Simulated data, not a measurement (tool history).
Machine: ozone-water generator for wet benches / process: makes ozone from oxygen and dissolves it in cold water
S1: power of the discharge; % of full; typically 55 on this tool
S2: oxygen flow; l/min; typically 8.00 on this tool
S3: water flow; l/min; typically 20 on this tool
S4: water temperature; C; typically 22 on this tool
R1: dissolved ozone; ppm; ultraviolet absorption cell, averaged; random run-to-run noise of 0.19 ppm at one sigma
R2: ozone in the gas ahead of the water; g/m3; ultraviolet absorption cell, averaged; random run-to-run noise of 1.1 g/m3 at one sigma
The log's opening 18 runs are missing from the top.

run	hour	S1	S2	S3	S4	R1	R2
19	1404.5	55	8.00	20	22	23.9	187.0
# hour 1415.1: contactor cleaned
20	1490.2	95	9.35	20	22	29.6	222.1
21	1566.5	55	8.00	20	22	23.6	186.8
22	1632.6	87	8.00	20	29	25.8	234.8
23	1725.0	47	6.11	20	17	25.1	209.1
24	1789.8	41	8.00	32	22	14.1	164.2
25	1861.4	41	11.79	29	23	13.8	127.2
26	1934.9	41	11.79	29	23	13.7	125.7
27	2002.7	41	12.35	29	23	13.7	122.6
# hour 2014.8: contactor cleaned, once more
28	2113.0	41	12.35	29	14	16.8	123.1
29	2160.7	41	12.35	29	14	16.7	122.1
30	2266.4	44	6.62	20	22	23.1	190.0
31	2323.9	44	6.62	20	22	22.7	189.4
32	2419.1	98	8.00	13	22	41.4	245.1

For run 33, what comes out?
33	2486.7	47	8.00	14	22	?	?

Run 33 gave R1 28.5 ppm, R2 175.1 g/m3.
Were there no unlogged condition in the tool, this run, its random variation unchanged, would have produced R1 30.1 ppm, R2 183.6 g/m3.
